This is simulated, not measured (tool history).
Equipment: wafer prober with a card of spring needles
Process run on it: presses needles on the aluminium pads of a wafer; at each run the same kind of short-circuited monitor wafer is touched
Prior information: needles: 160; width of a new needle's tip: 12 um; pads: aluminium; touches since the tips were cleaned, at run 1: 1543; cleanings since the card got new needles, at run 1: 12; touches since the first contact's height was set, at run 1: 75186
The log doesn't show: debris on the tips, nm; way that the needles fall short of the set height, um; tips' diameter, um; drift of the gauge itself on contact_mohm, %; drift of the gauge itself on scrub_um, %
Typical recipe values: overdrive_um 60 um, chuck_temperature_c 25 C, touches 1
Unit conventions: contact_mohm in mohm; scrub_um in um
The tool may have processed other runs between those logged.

run	hour	overdrive_um	chuck_temperature_c	touches	touches since the tips were cleaned	cleanings since the card got new needles	touches since the first contact's height was set	contact_mohm	scrub_um
1	0.0	60	25	1	1543	12	75186	153	16.43
# hour 5.8: tips cleaned on abrasive film
# hour 13.5: tips cleaned on abrasive film
# hour 21.2: tips cleaned on abrasive film
# hour 30.8: tips cleaned on abrasive film
# hour 40.4: tips cleaned on abrasive film
# hour 50.0: tips cleaned on abrasive film
2	54.6	60	25	1	3388	18	115395	156	16.22
# hour 58.5: tips cleaned on abrasive film
# hour 66.2: tips cleaned on abrasive film
# hour 73.9: tips cleaned on abrasive film
# hour 83.5: tips cleaned on abrasive film
# hour 91.2: tips cleaned on abrasive film
# hour 98.9: tips cleaned on abrasive film
# hour 108.5: tips cleaned on abrasive film
# hour 118.1: tips cleaned on abrasive film
3	120.2	60	25	1	1593	26	163723	154	16.06
# hour 126.0: tips cleaned on abrasive film
# hour 133.7: tips cleaned on abrasive film
# hour 141.4: tips cleaned on abrasive film
# hour 149.1: tips cleaned on abrasive film
# hour 151.3: height of the first contact set anew
# hour 157.1: tips cleaned on abrasive film
# hour 166.7: tips cleaned on abrasive film
# hour 174.5: tips cleaned on abrasive film
4	174.7	60	48	1	157	33	17152	146	16.73
# hour 182.4: tips cleaned on abrasive film
# hour 190.1: tips cleaned on abrasive film
# hour 197.8: tips cleaned on abrasive film
# hour 207.4: tips cleaned on abrasive film
5	208.5	60	48	1	881	37	42102	148	16.48
# hour 216.3: tips cleaned on abrasive film
# hour 225.9: tips cleaned on abrasive film
# hour 233.6: tips cleaned on abrasive film
# hour 241.3: tips cleaned on abrasive film
# hour 249.0: tips cleaned on abrasive film
# hour 256.7: tips cleaned on abrasive film
# hour 264.4: tips cleaned on abrasive film
6	269.3	60	48	1	3655	44	86828	165	16.42
# hour 273.2: tips cleaned on abrasive film
# hour 282.8: tips cleaned on abrasive film
# hour 292.4: tips cleaned on abrasive film
# hour 300.1: tips cleaned on abrasive film
# hour 309.7: tips cleaned on abrasive film
# hour 317.4: tips cleaned on abrasive film
# hour 325.1: tips cleaned on abrasive film
7	330.9	60	32	1	4318	51	132216	168	16.12
# hour 332.9: tips cleaned on abrasive film
# hour 340.6: tips cleaned on abrasive film
# hour 350.2: tips cleaned on abrasive film
# hour 357.9: tips cleaned on abrasive film
8	363.8	60	32	1	4385	55	156436	171	16.12
# hour 365.8: tips cleaned on abrasive film
# hour 375.4: tips cleaned on abrasive film
# hour 385.0: tips cleaned on abrasive film
# hour 392.7: tips cleaned on abrasive film
# hour 402.3: tips cleaned on abrasive film
# hour 404.5: height of the first contact set anew
# hour 410.3: tips cleaned on abrasive film
9	414.8	60	32	2	3361	61	7610	154	16.73
# hour 418.7: tips cleaned on abrasive film
# hour 426.4: tips cleaned on abrasive film
# hour 434.1: tips cleaned on abrasive film
# hour 441.8: tips cleaned on abrasive film
# hour 451.5: tips cleaned on abrasive film
# hour 459.2: tips cleaned on abrasive film
# hour 466.9: tips cleaned on abrasive film
10	470.6	60	25	1	2822	68	48669	162	16.50
# hour 476.4: tips cleaned on abrasive film
# hour 486.0: tips cleaned on abrasive film
# hour 495.7: tips cleaned on abrasive film
# hour 505.3: tips cleaned on abrasive film
# hour 513.0: tips cleaned on abrasive film
# hour 520.7: tips cleaned on abrasive film
# hour 530.3: tips cleaned on abrasive film
11	530.3	60	25	1	18	75	92589	143	16.27
# hour 538.0: tips cleaned on abrasive film
# hour 547.6: tips cleaned on abrasive film
# hour 557.2: tips cleaned on abrasive film
# hour 564.9: tips cleaned on abrasive film
# hour 574.5: tips cleaned on abrasive film
# hour 584.1: tips cleaned on abrasive film
12	587.6	68	39	2	2643	81	134874	151	18.44
# hour 593.4: tips cleaned on abrasive film
# hour 603.0: tips cleaned on abrasive film
# hour 610.8: tips cleaned on abrasive film
# hour 618.5: tips cleaned on abrasive film
13	624.1	60	39	2	4217	85	161751	161	16.09
# hour 628.0: tips cleaned on abrasive film
# hour 635.7: tips cleaned on abrasive film
# hour 643.4: tips cleaned on abrasive film
# hour 651.1: tips cleaned on abrasive film
# hour 659.0: height of the first contact set anew
# hour 661.0: tips cleaned on abrasive film
14	666.0	60	47	2	3724	90	5141	160	16.72
# hour 669.9: tips cleaned on abrasive film
# hour 677.6: tips cleaned on abrasive film
# hour 687.2: tips cleaned on abrasive film
# hour 696.8: tips cleaned on abrasive film
# hour 704.5: tips cleaned on abrasive film
# hour 712.2: tips cleaned on abrasive film
15	712.7	51	40	1	348	96	39479	155	14.00
# hour 720.4: tips cleaned on abrasive film
# hour 728.1: tips cleaned on abrasive film
# hour 737.7: tips cleaned on abrasive film
# hour 747.3: tips cleaned on abrasive film
# hour 755.0: tips cleaned on abrasive film
# hour 764.6: tips cleaned on abrasive film
# hour 772.3: tips cleaned on abrasive film
# hour 780.3: tips cleaned on abrasive film
16	780.3	60	52	1	0	104	89269	151	16.25
# hour 789.9: tips cleaned on abrasive film
# hour 799.5: tips cleaned on abrasive film
# hour 807.2: tips cleaned on abrasive film
# hour 814.9: tips cleaned on abrasive film
# hour 822.6: tips cleaned on abrasive film
17	830.2	61	121	1	5644	109	126066	188	16.53
# hour 832.2: tips cleaned on abrasive film
# hour 841.8: tips cleaned on abrasive film
# hour 849.5: tips cleaned on abrasive film
# hour 859.1: tips cleaned on abrasive film
# hour 866.8: tips cleaned on abrasive film
# hour 876.4: tips cleaned on abrasive film
# hour 886.0: tips cleaned on abrasive film
18	892.8	61	121	1	5067	116	172204	190	16.22
# hour 894.8: tips cleaned on abrasive film
# hour 902.6: tips cleaned on abrasive film
# hour 912.2: tips cleaned on abrasive film
# hour 912.5: height of the first contact set anew
# hour 920.2: tips cleaned on abrasive film
# hour 927.9: tips cleaned on abrasive film
# hour 935.6: tips cleaned on abrasive film
# hour 945.2: tips cleaned on abrasive film
# hour 952.9: tips cleaned on abrasive film
19	957.9	65	121	1	3748	124	33489	179	17.98
# hour 961.8: tips cleaned on abrasive film
# hour 969.5: tips cleaned on abrasive film
# hour 979.1: tips cleaned on abrasive film
# hour 988.7: tips cleaned on abrasive film
# hour 997.3: tips cleaned on abrasive film
20	997.3	72	121	3	0	129	62482	154	19.87
# hour 1005.0: tips cleaned on abrasive film
# hour 1012.7: tips cleaned on abrasive film
# hour 1020.4: tips cleaned on abrasive film
# hour 1030.0: tips cleaned on abrasive film
# hour 1039.6: tips cleaned on abrasive film
# hour 1047.3: tips cleaned on abrasive film
# hour 1055.0: tips cleaned on abrasive film
# hour 1062.7: tips cleaned on abrasive film
21	1063.5	44	48	1	573	137	111207	170	11.82

Measured minus without-hidden-state, run by run (identical run-to-run variation in each term; gauge scatter may differ):
run	contact_mohm	scrub_um
1	+13	-0.34
2	+21	-0.49
3	+15	-0.72
4	+4	-0.07
5	+10	-0.19
6	+24	-0.40
7	+31	-0.59
8	+30	-0.68
9	+15	-0.02
10	+22	-0.22
11	+7	-0.40
12	+12	-0.58
13	+21	-0.70
14	+18	-0.02
15	+14	-0.20
16	+8	-0.42
17	+36	-0.55
18	+37	-0.75
19	+26	-0.12
20	+5	-0.27
21	+24	-0.49

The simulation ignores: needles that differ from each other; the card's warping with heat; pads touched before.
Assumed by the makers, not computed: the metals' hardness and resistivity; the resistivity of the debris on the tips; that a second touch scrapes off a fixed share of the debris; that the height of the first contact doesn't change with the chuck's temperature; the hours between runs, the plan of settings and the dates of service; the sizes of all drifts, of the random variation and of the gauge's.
